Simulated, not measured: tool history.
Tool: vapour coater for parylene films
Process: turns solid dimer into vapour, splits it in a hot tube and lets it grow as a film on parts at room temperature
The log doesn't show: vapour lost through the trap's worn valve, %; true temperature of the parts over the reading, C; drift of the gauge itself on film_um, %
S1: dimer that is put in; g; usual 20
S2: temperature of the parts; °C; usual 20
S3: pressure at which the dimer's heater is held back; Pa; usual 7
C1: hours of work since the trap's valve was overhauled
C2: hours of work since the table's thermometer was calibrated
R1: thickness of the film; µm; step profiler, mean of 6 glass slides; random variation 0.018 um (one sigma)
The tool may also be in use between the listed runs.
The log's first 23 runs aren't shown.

run,hour,S1,S2,S3,C1,C2,R1
24,618.7,20,16,7,126,497,6.45
25,645.5,16,28,3.18,138,508,4.54
26,667.6,16,18,2.21,148,518,5.77
27,689.1,20,20,11.99,157,527,5.53
28,710.5,20,20,11.99,166,536,5.55
29,727.8,20,20,11.99,174,544,5.54
30,762.9,26,14,4.39,189,559,9.31
31,795.7,20,22,10.98,203,573,5.39
32,831,8,22,10.98,218,588,2.16
33,861.6,8,22,10.98,231,602,2.16
34,895.2,8,22,10.98,246,616,2.17
35,912.6,34,21,7,253,624,10.01
# hour 926.3: gauge calibrated
36,935.7,13,21,7,263,634,3.69
37,971.3,13,12,2.65,279,649,5.07
38,1001.7,8,14,7,292,662,2.64
39,1018.5,27,14,3.82,299,669,9.62
40,1045.2,17,14,7,310,681,5.61
41,1073.8,28,17,3.41,323,693,9.58
42,1096,20,20,2.64,332,703,6.68
# hour 1131.8: trap's valve overhauled
43,1134.2,19,30,3.37,1,717,5.03
44,1164.9,19,30,3.37,14,731,5.04
45,1185.2,30,18,2.29,23,739,10.66
46,1209.3,30,18,2.29,33,750,10.6
47,1234.7,17,15,5.53,44,761,5.65

4 ways to go on from here, each from the tool as it stands after run 47. What would each give?
A,1252.8,20,13,9.41,52,769,?
B,1252.8,27,26,6.85,52,769,?
C,1252.8,17,13,5.53,52,769,?
D,1252.8,20,20,4.3,52,769,?

run,R1
A,6.47
B,7.06
C,5.92
D,6.29
Without the tool's hidden state the same runs would have given:
run,R1
A,6.41
B,7
C,5.87
D,6.24
